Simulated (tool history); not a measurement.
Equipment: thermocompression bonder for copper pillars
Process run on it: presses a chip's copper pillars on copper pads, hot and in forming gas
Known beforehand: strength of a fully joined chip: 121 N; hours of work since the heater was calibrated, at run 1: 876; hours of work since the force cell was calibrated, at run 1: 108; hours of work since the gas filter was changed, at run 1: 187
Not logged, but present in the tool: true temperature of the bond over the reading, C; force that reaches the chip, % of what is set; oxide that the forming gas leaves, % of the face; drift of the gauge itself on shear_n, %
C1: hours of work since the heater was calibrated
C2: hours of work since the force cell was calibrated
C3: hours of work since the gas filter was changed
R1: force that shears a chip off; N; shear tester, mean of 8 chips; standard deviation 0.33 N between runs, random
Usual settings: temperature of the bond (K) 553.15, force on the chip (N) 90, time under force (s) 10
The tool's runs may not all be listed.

{"run": 1, "hour": 0.0, "temperature of the bond (K)": 553.15, "force on the chip (N)": 90, "time under force (s)": 10, "C1": 876, "C2": 108, "C3": 187, "R1": 79.6}
{"run": 2, "hour": 16.7, "temperature of the bond (K)": 565.15, "force on the chip (N)": 90, "time under force (s)": 10, "C1": 889, "C2": 120, "C3": 199, "R1": 85.6}
{"run": 3, "hour": 34.2, "temperature of the bond (K)": 565.15, "force on the chip (N)": 90, "time under force (s)": 10, "C1": 902, "C2": 134, "C3": 212, "R1": 84.5}
{"run": 4, "hour": 43.4, "temperature of the bond (K)": 565.15, "force on the chip (N)": 90, "time under force (s)": 10, "C1": 909, "C2": 141, "C3": 219, "R1": 85.0}
{"run": 5, "hour": 62.5, "temperature of the bond (K)": 553.15, "force on the chip (N)": 90, "time under force (s)": 10, "C1": 924, "C2": 155, "C3": 234, "R1": 78.7}
{"hour": 64.0, "done": "forming gas filter changed"}
{"run": 6, "hour": 76.8, "temperature of the bond (K)": 581.15, "force on the chip (N)": 90, "time under force (s)": 10, "C1": 934, "C2": 165, "C3": 10, "R1": 92.2}
{"run": 7, "hour": 89.6, "temperature of the bond (K)": 581.15, "force on the chip (N)": 90, "time under force (s)": 10, "C1": 944, "C2": 175, "C3": 19, "R1": 91.6}
{"run": 8, "hour": 101.0, "temperature of the bond (K)": 581.15, "force on the chip (N)": 90, "time under force (s)": 10, "C1": 952, "C2": 184, "C3": 28, "R1": 91.4}
{"run": 9, "hour": 109.4, "temperature of the bond (K)": 581.15, "force on the chip (N)": 90, "time under force (s)": 10, "C1": 959, "C2": 190, "C3": 34, "R1": 91.4}
{"run": 10, "hour": 120.6, "temperature of the bond (K)": 533.15, "force on the chip (N)": 90, "time under force (s)": 10, "C1": 967, "C2": 198, "C3": 43, "R1": 66.6}
{"run": 11, "hour": 139.4, "temperature of the bond (K)": 533.15, "force on the chip (N)": 90, "time under force (s)": 10, "C1": 981, "C2": 212, "C3": 57, "R1": 66.4}
{"run": 12, "hour": 151.6, "temperature of the bond (K)": 547.15, "force on the chip (N)": 73, "time under force (s)": 8, "C1": 990, "C2": 222, "C3": 66, "R1": 62.5}
{"run": 13, "hour": 162.2, "temperature of the bond (K)": 581.15, "force on the chip (N)": 97, "time under force (s)": 7, "C1": 998, "C2": 230, "C3": 74, "R1": 85.7}
{"run": 14, "hour": 172.9, "temperature of the bond (K)": 581.15, "force on the chip (N)": 97, "time under force (s)": 7, "C1": 1006, "C2": 238, "C3": 82, "R1": 85.4}
{"hour": 177.6, "done": "gauge calibrated"}
{"run": 15, "hour": 183.1, "temperature of the bond (K)": 553.15, "force on the chip (N)": 57, "time under force (s)": 10, "C1": 1014, "C2": 245, "C3": 90, "R1": 64.0}
{"run": 16, "hour": 195.2, "temperature of the bond (K)": 553.15, "force on the chip (N)": 123, "time under force (s)": 7, "C1": 1023, "C2": 254, "C3": 99, "R1": 81.1}
{"run": 17, "hour": 210.5, "temperature of the bond (K)": 578.15, "force on the chip (N)": 57, "time under force (s)": 11, "C1": 1035, "C2": 266, "C3": 110, "R1": 78.8}
{"run": 18, "hour": 220.3, "temperature of the bond (K)": 525.15, "force on the chip (N)": 90, "time under force (s)": 11, "C1": 1042, "C2": 273, "C3": 118, "R1": 65.3}
{"run": 19, "hour": 229.9, "temperature of the bond (K)": 525.15, "force on the chip (N)": 90, "time under force (s)": 11, "C1": 1049, "C2": 281, "C3": 125, "R1": 65.1}
{"run": 20, "hour": 244.8, "temperature of the bond (K)": 525.15, "force on the chip (N)": 90, "time under force (s)": 11, "C1": 1061, "C2": 292, "C3": 136, "R1": 64.2}

Same runs, no hidden state in the tool, same run-to-run variation:
run=1 R1=79.8
run=2 R1=86.0
run=3 R1=85.1
run=4 R1=85.8
run=5 R1=79.6
run=6 R1=93.3
run=7 R1=92.9
run=8 R1=92.9
run=9 R1=93.0
run=10 R1=68.0
run=11 R1=67.9
run=12 R1=64.0
run=13 R1=88.0
run=14 R1=87.8
run=15 R1=64.2
run=16 R1=81.4
run=17 R1=79.3
run=18 R1=65.9
run=19 R1=65.8
run=20 R1=65.1

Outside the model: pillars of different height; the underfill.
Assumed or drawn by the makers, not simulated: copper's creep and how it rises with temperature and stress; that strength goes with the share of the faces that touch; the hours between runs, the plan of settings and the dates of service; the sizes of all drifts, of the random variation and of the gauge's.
